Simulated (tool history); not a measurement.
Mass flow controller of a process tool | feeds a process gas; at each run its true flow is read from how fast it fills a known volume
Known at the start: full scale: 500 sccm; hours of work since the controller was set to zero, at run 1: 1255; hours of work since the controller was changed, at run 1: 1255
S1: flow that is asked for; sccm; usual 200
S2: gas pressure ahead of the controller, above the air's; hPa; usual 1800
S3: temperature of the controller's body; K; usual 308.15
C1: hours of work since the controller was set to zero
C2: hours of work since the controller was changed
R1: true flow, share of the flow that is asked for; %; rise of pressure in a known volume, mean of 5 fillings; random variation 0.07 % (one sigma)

| run | hour | S1 | S2 | S3 | C1 | C2 | R1 |
|---|---|---|---|---|---|---|---|
| 1 | 0.0 | 200 | 1800 | 308.15 | 1255 | 1255 | 98.50 |
| 2 | 411.7 | 200 | 1800 | 308.15 | 1432 | 1432 | 98.57 |
| 3 | 589.7 | 200 | 1800 | 300.15 | 1509 | 1509 | 98.41 |
| 4 | 825.6 | 200 | 1800 | 300.15 | 1611 | 1611 | 98.31 |
| 5 | 1241.2 | 200 | 1800 | 300.15 | 1790 | 1790 | 98.54 |
| 6 | 1629.7 | 200 | 1620 | 308.15 | 1958 | 1958 | 98.67 |
| 7 | 1820.3 | 200 | 1800 | 306.15 | 2040 | 2040 | 98.76 |
| 8 | 2233.1 | 200 | 1800 | 306.15 | 2218 | 2218 | 98.83 |
| 9 | 2535.2 | 200 | 1790 | 308.15 | 2349 | 2349 | 98.94 |
| 10 | 2908.4 | 200 | 1790 | 308.15 | 2510 | 2510 | 98.90 |
| 11 | 3278.4 | 200 | 1800 | 308.15 | 2670 | 2670 | 98.99 |
| 12 | 3665.2 | 172 | 1800 | 308.15 | 2836 | 2836 | 99.01 |
| 13 | 3951.8 | 172 | 1800 | 308.15 | 2960 | 2960 | 98.97 |
| 14 | 4307.3 | 172 | 1800 | 308.15 | 3114 | 3114 | 98.94 |
| 15 | 4489.7 | 172 | 1800 | 308.15 | 3192 | 3192 | 98.94 |
| 16 | 4706.4 | 200 | 1800 | 308.15 | 3286 | 3286 | 99.20 |
| 17 | 5031.4 | 200 | 1800 | 300.15 | 3426 | 3426 | 98.96 |
| 18 | 5277.2 | 200 | 2510 | 308.15 | 3532 | 3532 | 99.68 |
| 19 | 5588.8 | 200 | 1800 | 308.15 | 3667 | 3667 | 99.33 |
| 20 | 5970.5 | 200 | 1800 | 308.15 | 3831 | 3831 | 99.38 |
| 21 | 6363.3 | 200 | 1800 | 308.15 | 4001 | 4001 | 99.41 |
| 22 | 6771.6 | 378 | 1800 | 308.15 | 4177 | 4177 | 100.42 |
| 23 | 7086.7 | 378 | 1800 | 308.15 | 4313 | 4313 | 100.44 |
| 24 | 7485.6 | 200 | 1800 | 308.15 | 4485 | 4485 | 99.68 |
| 25 | 7759.0 | 356 | 1590 | 306.15 | 4603 | 4603 | 100.33 |
| 26 | 8077.1 | 118 | 1590 | 306.15 | 4740 | 4740 | 98.95 |
| 27 | 8491.8 | 118 | 1590 | 306.15 | 4919 | 4919 | 98.99 |
| 28 | 8920.9 | 118 | 1590 | 306.15 | 5105 | 5105 | 99.03 |
| 29 | 9192.0 | 118 | 1590 | 306.15 | 5222 | 5222 | 99.24 |
| 30 | 9564.9 | 356 | 1800 | 308.15 | 5382 | 5382 | 100.82 |
|  | 9939.0 | controller's zero set anew |
| 31 | 9983.7 | 200 | 1670 | 295.15 | 19 | 5563 | 99.54 |
| 32 | 10220.1 | 200 | 1760 | 299.15 | 121 | 5665 | 99.56 |
| 33 | 10458.5 | 66 | 2630 | 308.15 | 224 | 5768 | 99.83 |
| 34 | 10849.9 | 66 | 2630 | 308.15 | 393 | 5937 | 99.89 |
| 35 | 11066.2 | 110 | 2660 | 308.15 | 486 | 6030 | 100.13 |
| 36 | 11460.1 | 110 | 2660 | 308.15 | 656 | 6200 | 100.19 |
| 37 | 11746.4 | 93 | 1700 | 308.15 | 780 | 6324 | 99.50 |
|  | 12049.0 | controller exchanged for a calibrated one |
| 38 | 12097.3 | 200 | 1780 | 299.15 | 21 | 21 | 99.93 |
| 39 | 12447.5 | 113 | 2120 | 306.15 | 172 | 172 | 99.92 |
| 40 | 12680.9 | 73 | 1800 | 308.15 | 273 | 273 | 99.71 |
|  | 12715.5 | gauge calibrated |
| 41 | 12913.1 | 73 | 1800 | 308.15 | 373 | 373 | 97.87 |
| 42 | 13251.4 | 174 | 1800 | 296.15 | 519 | 519 | 98.15 |
| 43 | 13473.0 | 174 | 1790 | 298.15 | 615 | 615 | 98.27 |
| 44 | 13836.7 | 87 | 2280 | 293.15 | 771 | 771 | 98.00 |
| 45 | 14066.5 | 160 | 2570 | 303.15 | 871 | 871 | 98.95 |
| 46 | 14453.7 | 160 | 2570 | 303.15 | 1038 | 1038 | 99.08 |
| 47 | 14711.6 | 160 | 2570 | 303.15 | 1149 | 1149 | 98.91 |

3 ways to go on from here, each from the tool as it stands after run 47. What would each give?
| A | 14924.9 | 383 | 1550 | 293.15 | 1241 | 1241 | ? |
| B | 14924.9 | 200 | 2340 | 308.15 | 1241 | 1241 | ? |
| C | 14924.9 | 200 | 2600 | 296.15 | 1241 | 1241 | ? |

| run | R1 |
|---|---|
| A | 99.27 |
| B | 99.23 |
| C | 99.00 |
Without the tool's hidden state the same runs would have given:
| run | R1 |
|---|---|
| A | 98.97 |
| B | 98.93 |
| C | 98.70 |
